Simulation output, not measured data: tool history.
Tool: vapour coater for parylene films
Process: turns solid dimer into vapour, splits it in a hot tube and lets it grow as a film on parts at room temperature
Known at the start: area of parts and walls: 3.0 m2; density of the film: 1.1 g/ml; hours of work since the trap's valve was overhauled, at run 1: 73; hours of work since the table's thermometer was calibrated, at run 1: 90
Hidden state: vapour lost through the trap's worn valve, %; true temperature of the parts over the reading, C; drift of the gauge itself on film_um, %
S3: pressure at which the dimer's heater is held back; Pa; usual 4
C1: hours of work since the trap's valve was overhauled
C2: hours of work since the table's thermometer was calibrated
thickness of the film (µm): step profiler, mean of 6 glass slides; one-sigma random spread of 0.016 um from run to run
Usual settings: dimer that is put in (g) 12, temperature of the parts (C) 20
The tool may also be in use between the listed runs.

Run 1, day 0: usual settings; C1 73; C2 90. Result: thickness of the film (µm) 1.93.
Run 2, day 0.479: usual settings; C1 79; C2 96. Result: thickness of the film (µm) 1.92.
Run 3, day 1.046: usual settings; C1 86; C2 103. Result: thickness of the film (µm) 1.9.
Run 4, day 1.425: usual settings; C1 91; C2 107. Result: thickness of the film (µm) 1.95.
Run 5, day 1.996: usual settings; C1 98; C2 114. Result: thickness of the film (µm) 1.93.
At day 2.112: table's thermometer calibrated.
Run 6, day 2.475: usual settings; C1 103; C2 4. Result: thickness of the film (µm) 1.93.
Run 7, day 3.229: usual settings but dimer that is put in (g) 8; C1 112; C2 14. Result: thickness of the film (µm) 1.27.
Run 8, day 3.792: usual settings but dimer that is put in (g) 8; C1 119; C2 21. Result: thickness of the film (µm) 1.27.
Run 9, day 4.167: usual settings but dimer that is put in (g) 16, temperature of the parts (C) 19; C1 124; C2 25. Result: thickness of the film (µm) 2.69.
Run 10, day 4.708: usual settings but dimer that is put in (g) 16, temperature of the parts (C) 19; C1 130; C2 32. Result: thickness of the film (µm) 2.65.
Run 11, day 5.408: usual settings but dimer that is put in (g) 16, temperature of the parts (C) 19; C1 139; C2 40. Result: thickness of the film (µm) 2.68.
At day 5.833: table's thermometer calibrated, once more.
Run 12, day 5.9: usual settings but dimer that is put in (g) 7, temperature of the parts (C) 18, S3 5.62 Pa; C1 144; C2 1. Result: thickness of the film (µm) 1.13.
Run 13, day 6.375: usual settings but dimer that is put in (g) 7, temperature of the parts (C) 18, S3 5.62 Pa; C1 150; C2 7. Result: thickness of the film (µm) 1.11.

Pick out some run-to-run changes in thickness of the film (µm). Of each, how much would a tool without hidden state show as well, from the settings, what came in and chance, and how much is left for the hidden state and any gauge scatter not in both results compared?
Run 8 -> 9: dimer that is put in (g) 8 -> 16, temperature of the parts (C) 20 -> 19. thickness of the film (µm) +1.42: hidden state -0.02, all else +1.44.
Run 11 -> 12: dimer that is put in (g) 16 -> 7, temperature of the parts (C) 19 -> 18, S3 4 -> 5.62, table's thermometer calibrated, once more. thickness of the film (µm) -1.55: hidden state +0.01, all else -1.56.
